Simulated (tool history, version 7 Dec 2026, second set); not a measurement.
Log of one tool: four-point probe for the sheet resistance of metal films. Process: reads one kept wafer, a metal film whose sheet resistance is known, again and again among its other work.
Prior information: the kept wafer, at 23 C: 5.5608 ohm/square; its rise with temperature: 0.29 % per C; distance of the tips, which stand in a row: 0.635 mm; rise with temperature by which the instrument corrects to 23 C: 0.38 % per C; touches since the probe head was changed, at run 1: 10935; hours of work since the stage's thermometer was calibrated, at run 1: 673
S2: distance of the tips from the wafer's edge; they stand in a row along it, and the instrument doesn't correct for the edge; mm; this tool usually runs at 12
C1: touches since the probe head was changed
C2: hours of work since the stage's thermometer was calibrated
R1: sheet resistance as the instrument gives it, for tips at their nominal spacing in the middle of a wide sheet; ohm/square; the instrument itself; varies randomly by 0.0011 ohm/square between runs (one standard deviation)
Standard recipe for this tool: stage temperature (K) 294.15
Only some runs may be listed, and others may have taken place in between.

run 1 hour=0.0 | stage_temperature_(K)=294.15 S2=12 | C1=10935 C2=673 | R1=5.575804
run 2 hour=30.8 | stage_temperature_(K)=294.15 S2=12 | C1=11897 C2=696 | R1=5.578518
run 3 hour=62.3 | stage_temperature_(K)=294.15 S2=12 | C1=12881 C2=720 | R1=5.577397
run 4 hour=83.7 | stage_temperature_(K)=294.15 S2=12 | C1=13551 C2=736 | R1=5.577569
run 5 hour=109.5 | stage_temperature_(K)=294.15 S2=7 | C1=14358 C2=755 | R1=5.594556
run 6 hour=132.1 | stage_temperature_(K)=294.15 S2=7 | C1=15064 C2=772 | R1=5.593528
run 7 hour=157.5 | stage_temperature_(K)=294.15 S2=7 | C1=15860 C2=791 | R1=5.595918
run 8 hour=172.2 | stage_temperature_(K)=294.15 S2=12 | C1=16318 C2=802 | R1=5.580712
run 9 hour=199.5 | stage_temperature_(K)=308.15 S2=12 | C1=17171 C2=823 | R1=5.509844
run 10 hour=229.8 | stage_temperature_(K)=308.15 S2=12 | C1=18119 C2=845 | R1=5.510222
run 11 hour=248.7 | stage_temperature_(K)=308.15 S2=12 | C1=18710 C2=860 | R1=5.511833
run 12 hour=262.8 | stage_temperature_(K)=294.15 S2=9 | C1=19152 C2=870 | R1=5.586486
run 13 hour=283.7 | stage_temperature_(K)=294.15 S2=12 | C1=19803 C2=886 | R1=5.582077
run 14 hour=309.7 | stage_temperature_(K)=298.15 S2=12 | C1=20616 C2=905 | R1=5.560945
run 15 hour=343.4 | stage_temperature_(K)=294.15 S2=12 | C1=21670 C2=931 | R1=5.581249
run 16 hour=373.5 | stage_temperature_(K)=294.15 S2=12 | C1=22610 C2=953 | R1=5.583346
run 17 hour=396.7 | stage_temperature_(K)=294.15 S2=12 | C1=23337 C2=971 | R1=5.583731
run 18 hour=415.6 | stage_temperature_(K)=294.15 S2=12 | C1=23928 C2=985 | R1=5.581779
run 19 hour=446.7 | stage_temperature_(K)=294.15 S2=46 | C1=24900 C2=1008 | R1=5.576040
run 20 hour=463.0 | stage_temperature_(K)=294.15 S2=12 | C1=25410 C2=1020 | R1=5.581360
run 21 hour=484.5 | stage_temperature_(K)=294.15 S2=12 | C1=26081 C2=1036 | R1=5.583796
run 22 hour=506.1 | stage_temperature_(K)=294.15 S2=12 | C1=26757 C2=1053 | R1=5.582701
run 23 hour=533.9 | stage_temperature_(K)=299.15 S2=28 | C1=27625 C2=1074 | R1=5.550269
run 24 hour=559.0 | stage_temperature_(K)=297.15 S2=59 | C1=28412 C2=1092 | R1=5.561165
run 25 hour=591.1 | stage_temperature_(K)=300.15 S2=33 | C1=29412 C2=1116 | R1=5.547133
run 26 hour=610.7 | stage_temperature_(K)=292.15 S2=8 | C1=30026 C2=1131 | R1=5.606210
run 27 hour=643.7 | stage_temperature_(K)=295.15 S2=8 | C1=31058 C2=1156 | R1=5.589779
run 28 hour=669.3 | stage_temperature_(K)=292.15 S2=12 | C1=31859 C2=1175 | R1=5.596561
run 29 hour=696.4 | stage_temperature_(K)=292.15 S2=12 | C1=32707 C2=1196 | R1=5.595698
run 30 hour=722.1 | stage_temperature_(K)=292.15 S2=12 | C1=33508 C2=1215 | R1=5.595933
run 31 hour=751.2 | stage_temperature_(K)=298.15 S2=12 | C1=34419 C2=1237 | R1=5.566876
run 32 hour=767.5 | stage_temperature_(K)=292.15 S2=4 | C1=34928 C2=1249 | R1=5.666278
run 33 hour=785.5 | stage_temperature_(K)=293.15 S2=11 | C1=35491 C2=1262 | R1=5.594006
run 34 hour=816.3 | stage_temperature_(K)=293.15 S2=25 | C1=36455 C2=1285 | R1=5.584822
run 35 hour=839.2 | stage_temperature_(K)=303.15 S2=13 | C1=37169 C2=1303 | R1=5.539347
run 36 hour=864.6 | stage_temperature_(K)=307.15 S2=38 | C1=37963 C2=1322 | R1=5.516243
run 37 hour=885.4 | stage_temperature_(K)=294.15 S2=72 | C1=38614 C2=1337 | R1=5.578822
run 38 hour=906.2 | stage_temperature_(K)=294.15 S2=72 | C1=39264 C2=1353 | R1=5.580752
run 39 hour=935.4 | stage_temperature_(K)=291.15 S2=24 | C1=40176 C2=1375 | R1=5.598283

Results for each run, recomputed without the tool's hidden state and with each run's random variation untouched:
Hidden state at play: inner tips' distance over the nominal, %; tips' flats over new ones', %; wafer's true temperature over the reading, C; drift of the gauge itself on sheet_ohm, %.
run=1 R1=5.578575
run=2 R1=5.580863
run=3 R1=5.579359
run=4 R1=5.579235
run=5 R1=5.595869
run=6 R1=5.594571
run=7 R1=5.596634
run=8 R1=5.581248
run=9 R1=5.509902
run=10 R1=5.509920
run=11 R1=5.511275
run=12 R1=5.585850
run=13 R1=5.581193
run=14 R1=5.559680
run=15 R1=5.579601
run=16 R1=5.581325
run=17 R1=5.581423
run=18 R1=5.579225
run=19 R1=5.573094
run=20 R1=5.578219
run=21 R1=5.580349
run=22 R1=5.578996
run=23 R1=5.546183
run=24 R1=5.556801
run=25 R1=5.542365
run=26 R1=5.601251
run=27 R1=5.584406
run=28 R1=5.590888
run=29 R1=5.589725
run=30 R1=5.589658
run=31 R1=5.560197
run=32 R1=5.659352
run=33 R1=5.586933
run=34 R1=5.577364
run=35 R1=5.531537
run=36 R1=5.508093
run=37 R1=5.570474
run=38 R1=5.572120
run=39 R1=5.589263
